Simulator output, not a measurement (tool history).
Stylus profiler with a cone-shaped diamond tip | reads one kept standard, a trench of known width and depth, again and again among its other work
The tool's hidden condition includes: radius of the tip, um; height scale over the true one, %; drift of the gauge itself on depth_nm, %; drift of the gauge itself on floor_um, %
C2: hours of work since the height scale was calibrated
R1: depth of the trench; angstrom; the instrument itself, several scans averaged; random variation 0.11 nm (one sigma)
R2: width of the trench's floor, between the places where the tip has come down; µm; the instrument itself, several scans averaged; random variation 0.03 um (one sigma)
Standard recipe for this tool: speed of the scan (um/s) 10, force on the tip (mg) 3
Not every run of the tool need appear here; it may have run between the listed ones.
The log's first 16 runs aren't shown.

run 17 hour=736.8 | speed_of_the_scan_(um/s)=6 force_on_the_tip_(mg)=3 | scans_with_this_tip=6204 C2=1020 | R1=2030.8 R2=26.32
run 18 hour=777.3 | speed_of_the_scan_(um/s)=7 force_on_the_tip_(mg)=3 | scans_with_this_tip=6349 C2=1044 | R1=2028.9 R2=26.31
run 19 hour=818.7 | speed_of_the_scan_(um/s)=10 force_on_the_tip_(mg)=3 | scans_with_this_tip=6498 C2=1069 | R1=2028.5 R2=26.21
run 20 hour=871.6 | speed_of_the_scan_(um/s)=10 force_on_the_tip_(mg)=3 | scans_with_this_tip=6687 C2=1100 | R1=2029.9 R2=26.21
run 21 hour=904 | speed_of_the_scan_(um/s)=14 force_on_the_tip_(mg)=1.91 | scans_with_this_tip=6804 C2=1119 | R1=2023.8 R2=26.17
run 22 hour=946.4 | speed_of_the_scan_(um/s)=14 force_on_the_tip_(mg)=1.91 | scans_with_this_tip=6955 C2=1144 | R1=2024.5 R2=26.17
run 23 hour=973.7 | speed_of_the_scan_(um/s)=36 force_on_the_tip_(mg)=1.03 | scans_with_this_tip=7053 C2=1160 | R1=2020.8 R2=25.93
run 24 hour=1004.4 | speed_of_the_scan_(um/s)=5 force_on_the_tip_(mg)=2.25 | scans_with_this_tip=7164 C2=1178 | R1=2024.6 R2=26.22
run 25 hour=1063.7 | speed_of_the_scan_(um/s)=8 force_on_the_tip_(mg)=1.18 | scans_with_this_tip=7377 C2=1213 | R1=2019.6 R2=26.11
run 26 hour=1123.1 | speed_of_the_scan_(um/s)=8 force_on_the_tip_(mg)=1.18 | scans_with_this_tip=7589 C2=1248 | R1=2022.2 R2=26.06
run 27 hour=1149.4 | speed_of_the_scan_(um/s)=13 force_on_the_tip_(mg)=1.05 | scans_with_this_tip=7684 C2=1264 | R1=2018.3 R2=26.04
run 28 hour=1194.2 | speed_of_the_scan_(um/s)=16 force_on_the_tip_(mg)=3.49 | scans_with_this_tip=7845 C2=1290 | R1=2032.6 R2=26.08
run 29 hour=1247.5 | speed_of_the_scan_(um/s)=14 force_on_the_tip_(mg)=1.73 | scans_with_this_tip=8036 C2=1322 | R1=2023.9 R2=26.01
run 30 hour=1282.1 | speed_of_the_scan_(um/s)=15 force_on_the_tip_(mg)=6.93 | scans_with_this_tip=8160 C2=1342 | R1=2049.4 R2=26.11
run 31 hour=1317.6 | speed_of_the_scan_(um/s)=8 force_on_the_tip_(mg)=5.57 | scans_with_this_tip=8287 C2=1363 | R1=2042.5 R2=26.05
run 32 hour=1349.9 | speed_of_the_scan_(um/s)=8 force_on_the_tip_(mg)=5.57 | scans_with_this_tip=8403 C2=1382 | R1=2040.8 R2=26.04
run 33 hour=1395.2 | speed_of_the_scan_(um/s)=11 force_on_the_tip_(mg)=6.08 | scans_with_this_tip=8566 C2=1409 | R1=2043.2 R2=26.02
run 34 hour=1439.3 | speed_of_the_scan_(um/s)=5 force_on_the_tip_(mg)=8.07 | scans_with_this_tip=8724 C2=1435 | R1=2052 R2=26
run 35 hour=1501.2 | speed_of_the_scan_(um/s)=10 force_on_the_tip_(mg)=2.8 | scans_with_this_tip=8946 C2=1471 | R1=2032.3 R2=25.98
run 36 hour=1552.2 | speed_of_the_scan_(um/s)=10 force_on_the_tip_(mg)=2.8 | scans_with_this_tip=9129 C2=1501 | R1=2029.6 R2=25.89
run 37 hour=1590.1 | speed_of_the_scan_(um/s)=6 force_on_the_tip_(mg)=2.8 | scans_with_this_tip=9265 C2=1524 | R1=2030.7 R2=25.88

Forecast each of these 5 alternatives for the next run:
run A hour=1652 | speed_of_the_scan_(um/s)=8 force_on_the_tip_(mg)=4.19 | scans_with_this_tip=9487 C2=1560 | R1=? R2=?
run B hour=1652 | speed_of_the_scan_(um/s)=10 force_on_the_tip_(mg)=2.4 | scans_with_this_tip=9487 C2=1560 | R1=? R2=?
run C hour=1652 | speed_of_the_scan_(um/s)=21 force_on_the_tip_(mg)=1.6 | scans_with_this_tip=9487 C2=1560 | R1=? R2=?
run D hour=1652 | speed_of_the_scan_(um/s)=13 force_on_the_tip_(mg)=2.24 | scans_with_this_tip=9487 C2=1560 | R1=? R2=?
run E hour=1652 | speed_of_the_scan_(um/s)=6 force_on_the_tip_(mg)=3.06 | scans_with_this_tip=9487 C2=1560 | R1=? R2=?

run=A R1=2039.7 R2=25.91
run=B R1=2030.4 R2=25.88
run=C R1=2024.4 R2=25.78
run=D R1=2026.5 R2=25.85
run=E R1=2033.8 R2=25.89
The same runs, with their run-to-run variation unchanged, on a tool lacking any hidden condition would have given:
run=A R1=2028.5 R2=27.15
run=B R1=2019.2 R2=27.12
run=C R1=2013.2 R2=27.02
run=D R1=2015.3 R2=27.09
run=E R1=2022.6 R2=27.13
